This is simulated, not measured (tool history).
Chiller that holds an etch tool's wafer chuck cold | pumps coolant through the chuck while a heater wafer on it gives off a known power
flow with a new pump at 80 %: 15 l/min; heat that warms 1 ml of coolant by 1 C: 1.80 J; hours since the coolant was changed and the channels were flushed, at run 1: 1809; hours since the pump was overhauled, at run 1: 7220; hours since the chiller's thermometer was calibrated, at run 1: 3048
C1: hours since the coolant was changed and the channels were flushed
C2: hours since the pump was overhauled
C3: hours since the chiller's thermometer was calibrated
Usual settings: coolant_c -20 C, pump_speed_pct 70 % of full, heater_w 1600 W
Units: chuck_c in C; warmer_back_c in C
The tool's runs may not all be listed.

run 1 day=0.000 | coolant_c=-20 pump_speed_pct=70 heater_w=1600 | C1=1809 C2=7220 C3=3048 | chuck_c=-1.4 warmer_back_c=4.49
run 2 day=7.346 | coolant_c=-23 pump_speed_pct=70 heater_w=1600 | C1=1985 C2=7396 C3=3224 | chuck_c=-4.2 warmer_back_c=4.47
run 3 day=14.904 | coolant_c=-23 pump_speed_pct=70 heater_w=1600 | C1=2166 C2=7578 C3=3406 | chuck_c=-3.8 warmer_back_c=4.55
-- day=19.479 coolant pump overhauled
run 4 day=20.554 | coolant_c=-23 pump_speed_pct=70 heater_w=1600 | C1=2297 C2=26 C3=3536 | chuck_c=-5.9 warmer_back_c=4.02
run 5 day=27.079 | coolant_c=-23 pump_speed_pct=70 heater_w=1600 | C1=2454 C2=182 C3=3693 | chuck_c=-5.9 warmer_back_c=4.01
-- day=30.433 chiller's thermometer calibrated
run 6 day=33.175 | coolant_c=-20 pump_speed_pct=70 heater_w=1600 | C1=2599 C2=328 C3=66 | chuck_c=-2.4 warmer_back_c=4.01
run 7 day=37.446 | coolant_c=-20 pump_speed_pct=70 heater_w=1600 | C1=2701 C2=430 C3=168 | chuck_c=-2.3 warmer_back_c=4.01
run 8 day=42.500 | coolant_c=-20 pump_speed_pct=70 heater_w=1600 | C1=2823 C2=551 C3=290 | chuck_c=-2.1 warmer_back_c=4.05
run 9 day=48.975 | coolant_c=-20 pump_speed_pct=70 heater_w=1600 | C1=2978 C2=707 C3=445 | chuck_c=-2.0 warmer_back_c=4.05
run 10 day=57.475 | coolant_c=-20 pump_speed_pct=70 heater_w=1600 | C1=3182 C2=911 C3=649 | chuck_c=-1.9 warmer_back_c=4.06
-- day=58.292 chiller's thermometer calibrated, once more
run 11 day=66.367 | coolant_c=-20 pump_speed_pct=70 heater_w=1600 | C1=3394 C2=1123 C3=194 | chuck_c=-2.2 warmer_back_c=4.09
run 12 day=75.142 | coolant_c=-20 pump_speed_pct=70 heater_w=1600 | C1=3605 C2=1334 C3=404 | chuck_c=-1.9 warmer_back_c=4.05
run 13 day=79.608 | coolant_c=-20 pump_speed_pct=70 heater_w=1600 | C1=3712 C2=1441 C3=512 | chuck_c=-1.7 warmer_back_c=4.12
run 14 day=85.329 | coolant_c=-20 pump_speed_pct=70 heater_w=1600 | C1=3850 C2=1578 C3=649 | chuck_c=-1.8 warmer_back_c=4.10
run 15 day=91.983 | coolant_c=-20 pump_speed_pct=70 heater_w=1573 | C1=4009 C2=1738 C3=809 | chuck_c=-1.9 warmer_back_c=4.09
run 16 day=95.596 | coolant_c=-20 pump_speed_pct=84 heater_w=1600 | C1=4096 C2=1825 C3=895 | chuck_c=-4.3 warmer_back_c=3.44
run 17 day=100.971 | coolant_c=-20 pump_speed_pct=84 heater_w=1600 | C1=4225 C2=1954 C3=1024 | chuck_c=-4.1 warmer_back_c=3.45
-- day=102.533 coolant changed, channels flushed
run 18 day=105.825 | coolant_c=-23 pump_speed_pct=88 heater_w=2014 | C1=79 C2=2064 C3=1135 | chuck_c=-6.7 warmer_back_c=4.11
run 19 day=109.975 | coolant_c=-23 pump_speed_pct=88 heater_w=2014 | C1=179 C2=2164 C3=1234 | chuck_c=-6.8 warmer_back_c=4.15
run 20 day=117.050 | coolant_c=-26 pump_speed_pct=64 heater_w=861 | C1=348 C2=2334 C3=1404 | chuck_c=-16.7 warmer_back_c=2.42
run 21 day=121.158 | coolant_c=-26 pump_speed_pct=64 heater_w=861 | C1=447 C2=2432 C3=1503 | chuck_c=-16.6 warmer_back_c=2.40
run 22 day=128.775 | coolant_c=-14 pump_speed_pct=91 heater_w=1600 | C1=630 C2=2615 C3=1686 | chuck_c=-1.0 warmer_back_c=3.25
run 23 day=137.275 | coolant_c=-17 pump_speed_pct=91 heater_w=1838 | C1=834 C2=2819 C3=1890 | chuck_c=-1.9 warmer_back_c=3.68
run 24 day=140.967 | coolant_c=-24 pump_speed_pct=99 heater_w=1600 | C1=922 C2=2908 C3=1978 | chuck_c=-11.5 warmer_back_c=2.94
run 25 day=146.621 | coolant_c=-24 pump_speed_pct=99 heater_w=1600 | C1=1058 C2=3043 C3=2114 | chuck_c=-11.6 warmer_back_c=3.01
run 26 day=151.938 | coolant_c=-24 pump_speed_pct=99 heater_w=1600 | C1=1186 C2=3171 C3=2242 | chuck_c=-11.6 warmer_back_c=2.99
run 27 day=160.121 | coolant_c=-20 pump_speed_pct=74 heater_w=1218 | C1=1382 C2=3367 C3=2438 | chuck_c=-7.6 warmer_back_c=2.96
run 28 day=167.271 | coolant_c=-20 pump_speed_pct=70 heater_w=1283 | C1=1554 C2=3539 C3=2610 | chuck_c=-6.2 warmer_back_c=3.38
run 29 day=171.429 | coolant_c=-22 pump_speed_pct=86 heater_w=1283 | C1=1653 C2=3639 C3=2709 | chuck_c=-10.3 warmer_back_c=2.82
run 30 day=177.567 | coolant_c=-18 pump_speed_pct=63 heater_w=1108 | C1=1801 C2=3786 C3=2857 | chuck_c=-4.5 warmer_back_c=3.22
run 31 day=181.454 | coolant_c=-18 pump_speed_pct=63 heater_w=1187 | C1=1894 C2=3879 C3=2950 | chuck_c=-3.7 warmer_back_c=3.42

4 ways to go on from here, each from the tool as it stands after run 31. What would each give?
run A day=189.196 | coolant_c=-28 pump_speed_pct=63 heater_w=1600 | C1=2080 C2=4065 C3=3136 | chuck_c=? warmer_back_c=?
run B day=189.196 | coolant_c=-13 pump_speed_pct=69 heater_w=1306 | C1=2080 C2=4065 C3=3136 | chuck_c=? warmer_back_c=?
run C day=189.196 | coolant_c=-12 pump_speed_pct=91 heater_w=1187 | C1=2080 C2=4065 C3=3136 | chuck_c=? warmer_back_c=?
run D day=189.196 | coolant_c=-18 pump_speed_pct=61 heater_w=1187 | C1=2080 C2=4065 C3=3136 | chuck_c=? warmer_back_c=?

run=A chuck_c=-8.5 warmer_back_c=4.65
run=B chuck_c=1.6 warmer_back_c=3.53
run=C chuck_c=-1.2 warmer_back_c=2.42
run=D chuck_c=-3.0 warmer_back_c=3.61
Without the tool's hidden state the same runs would have given:
run=A chuck_c=-11.1 warmer_back_c=4.45
run=B chuck_c=-0.4 warmer_back_c=3.39
run=C chuck_c=-2.8 warmer_back_c=2.32
run=D chuck_c=-5.1 warmer_back_c=3.46
